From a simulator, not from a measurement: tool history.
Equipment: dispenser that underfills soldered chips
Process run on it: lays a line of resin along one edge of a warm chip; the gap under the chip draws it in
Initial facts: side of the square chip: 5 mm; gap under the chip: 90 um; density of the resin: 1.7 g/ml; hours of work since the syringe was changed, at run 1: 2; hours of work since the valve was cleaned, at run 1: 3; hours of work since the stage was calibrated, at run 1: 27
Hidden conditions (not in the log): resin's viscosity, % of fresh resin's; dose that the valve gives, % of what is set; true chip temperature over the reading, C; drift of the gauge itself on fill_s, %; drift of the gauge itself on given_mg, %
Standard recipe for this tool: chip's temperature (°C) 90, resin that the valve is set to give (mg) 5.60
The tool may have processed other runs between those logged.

run,hour,chip's temperature (°C),resin that the valve is set to give (mg),hours of work since the syringe was changed,hours of work since the valve was cleaned,hours of work since the stage was calibrated,time until the resin shows at the far edge (s),resin that the valve gave (mg)
1,0.0,90,5.60,2,3,27,22.0,5.51
2,7.5,90,5.60,6,8,31,30.5,5.54
# hour 8.9: new syringe of resin
3,12.9,90,5.60,2,11,34,23.4,5.51
4,18.6,90,5.60,6,15,38,30.4,5.49
# hour 20.5: new syringe of resin
5,23.1,90,5.60,2,17,40,22.2,5.53
6,30.8,99,5.60,6,22,45,25.3,5.50
# hour 32.4: new syringe of resin
7,36.5,101,7.19,3,25,48,18.0,7.04
8,42.3,101,5.29,6,29,52,24.0,5.15
# hour 43.7: new syringe of resin
9,47.5,81,7.19,2,32,55,29.6,7.00
10,51.6,89,5.60,5,34,57,29.2,5.43

Forecast run 11:
# hour 55.1: new syringe of resin
11,59.0,85,4.84,2,39,62,?,?

time until the resin shows at the far edge (s): 28.5
resin that the valve gave (mg): 4.70
With no hidden state in the tool, this same run would have given time until the resin shows at the far edge (s) 23.5, resin that the valve gave (mg) 4.86.
